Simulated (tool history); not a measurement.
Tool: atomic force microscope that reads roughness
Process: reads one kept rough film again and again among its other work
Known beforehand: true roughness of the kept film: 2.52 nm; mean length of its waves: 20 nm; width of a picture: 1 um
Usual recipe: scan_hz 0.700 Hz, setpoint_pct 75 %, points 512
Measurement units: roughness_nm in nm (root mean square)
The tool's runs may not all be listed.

run	hour	scan_hz	setpoint_pct	points	roughness_nm
1	0.0	0.700	75	512	1.541
2	7.5	0.700	75	512	1.504
3	23.5	0.700	75	512	1.422
4	39.4	0.700	75	512	1.347
5	51.6	0.700	75	512	1.313
# hour 55.8: new tip fitted
6	60.2	0.700	75	512	2.040
7	69.2	0.700	75	512	1.963
8	80.4	0.700	75	512	1.868
9	94.5	0.700	75	512	1.783
10	107.0	0.700	75	342	1.666
11	120.7	0.700	75	342	1.581
12	134.7	0.540	77	342	1.520
13	147.2	1.852	75	365	1.417
14	161.1	2.478	56	425	1.390
15	171.7	2.478	56	425	1.339
# hour 176.5: new tip fitted
16	179.2	0.535	74	326	2.047
17	195.1	3.646	83	512	1.763
18	204.5	1.162	74	512	1.840
19	212.9	0.768	73	362	1.778

4 options for the next run, each taken on its own from the tool as it stands now. Forecast them:
A	227.4	0.700	75	622	?
B	227.4	0.768	73	615	?
C	227.4	0.700	75	995	?
D	227.4	0.768	73	451	?

run	roughness_nm
A	1.699
B	1.694
C	1.695
D	1.688
Without the tool's unlogged condition, the same runs would have read:
run	roughness_nm
A	2.116
B	2.109
C	2.113
D	2.105

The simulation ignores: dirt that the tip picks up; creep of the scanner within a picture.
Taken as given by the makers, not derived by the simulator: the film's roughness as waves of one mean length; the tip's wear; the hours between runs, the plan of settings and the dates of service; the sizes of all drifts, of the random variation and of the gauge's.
